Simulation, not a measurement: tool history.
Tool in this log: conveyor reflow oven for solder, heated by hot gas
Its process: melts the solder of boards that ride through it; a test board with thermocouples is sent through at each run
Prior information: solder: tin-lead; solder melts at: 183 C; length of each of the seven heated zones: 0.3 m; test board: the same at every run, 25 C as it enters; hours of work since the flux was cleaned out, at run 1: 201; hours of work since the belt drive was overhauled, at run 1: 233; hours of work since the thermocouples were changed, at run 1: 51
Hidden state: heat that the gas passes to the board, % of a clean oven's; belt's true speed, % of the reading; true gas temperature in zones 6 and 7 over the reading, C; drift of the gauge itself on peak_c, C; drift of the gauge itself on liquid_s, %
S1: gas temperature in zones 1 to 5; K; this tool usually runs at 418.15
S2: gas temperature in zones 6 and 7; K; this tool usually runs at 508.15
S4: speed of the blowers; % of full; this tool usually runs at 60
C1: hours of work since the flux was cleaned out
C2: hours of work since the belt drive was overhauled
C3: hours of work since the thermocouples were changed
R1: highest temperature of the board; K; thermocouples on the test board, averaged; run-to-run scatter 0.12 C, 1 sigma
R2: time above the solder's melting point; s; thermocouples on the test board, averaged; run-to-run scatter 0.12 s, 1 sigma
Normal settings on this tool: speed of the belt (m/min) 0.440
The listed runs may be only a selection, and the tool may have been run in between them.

Run 1, day 0.000: usual settings; C1 201; C2 233; C3 51. Result: R1 490.15 K, R2 63.4 s.
Run 2, day 0.421: usual settings; C1 206; C2 237; C3 55. Result: R1 490.25 K, R2 63.4 s.
Run 3, day 1.050: usual settings; C1 212; C2 244; C3 62. Result: R1 490.15 K, R2 63.6 s.
Run 4, day 1.733: usual settings; C1 220; C2 251; C3 70. Result: R1 490.05 K, R2 63.6 s.
Run 5, day 2.100: usual settings; C1 224; C2 255; C3 73. Result: R1 490.05 K, R2 63.2 s.
Run 6, day 2.642: usual settings; C1 229; C2 261; C3 79. Result: R1 489.85 K, R2 63.3 s.
Run 7, day 3.358: usual settings; C1 237; C2 269; C3 87. Result: R1 489.95 K, R2 63.4 s.
Run 8, day 3.854: usual settings; C1 242; C2 274; C3 92. Result: R1 489.75 K, R2 63.2 s.
Run 9, day 4.304: usual settings but speed of the belt (m/min) 0.372; C1 247; C2 279; C3 97. Result: R1 494.65 K, R2 80.6 s.
Run 10, day 4.958: usual settings but speed of the belt (m/min) 0.372; C1 254; C2 286; C3 104. Result: R1 495.05 K, R2 80.5 s.
Run 11, day 5.283: usual settings but speed of the belt (m/min) 0.372; C1 258; C2 289; C3 108. Result: R1 494.85 K, R2 80.5 s.
Run 12, day 5.979: usual settings but speed of the belt (m/min) 0.372; C1 265; C2 297; C3 115. Result: R1 494.65 K, R2 80.4 s.
Run 13, day 6.658: usual settings but speed of the belt (m/min) 0.372; C1 273; C2 304; C3 122. Result: R1 494.75 K, R2 80.5 s.
Run 14, day 6.954: usual settings but speed of the belt (m/min) 0.372; C1 276; C2 307; C3 126. Result: R1 494.95 K, R2 80.6 s.
Run 15, day 7.304: usual settings but speed of the belt (m/min) 0.372; C1 280; C2 311; C3 129. Result: R1 494.85 K, R2 80.6 s.
Run 16, day 8.008: usual settings but speed of the belt (m/min) 0.374, S4 56 % of full; C1 287; C2 319; C3 137. Result: R1 493.95 K, R2 79.4 s.
Run 17, day 8.350: usual settings but S1 423.15 K, speed of the belt (m/min) 0.434; C1 291; C2 322; C3 141. Result: R1 490.85 K, R2 67.7 s.
Run 18, day 8.667: usual settings but S1 417.15 K, S2 512.15 K, speed of the belt (m/min) 0.488, S4 65 % of full; C1 294; C2 326; C3 144. Result: R1 489.95 K, R2 56.5 s.
Run 19, day 9.179: usual settings but S1 417.15 K, S2 512.15 K, speed of the belt (m/min) 0.488, S4 65 % of full; C1 300; C2 331; C3 150. Result: R1 490.05 K, R2 56.1 s.

What does the tool deliver on the next run?
Run 20, day 9.796: usual settings but S1 425.15 K, S2 497.15 K, speed of the belt (m/min) 0.436, S4 57 % of full; C1 306; C2 338; C3 156. Result: R1 ?, R2 ?.

{"run 20": {"R1": 481.75, "R2": 59.5}}
The same run, on a tool lacking any hidden state, would have yielded R1 482.85 K, R2 61.0 s.
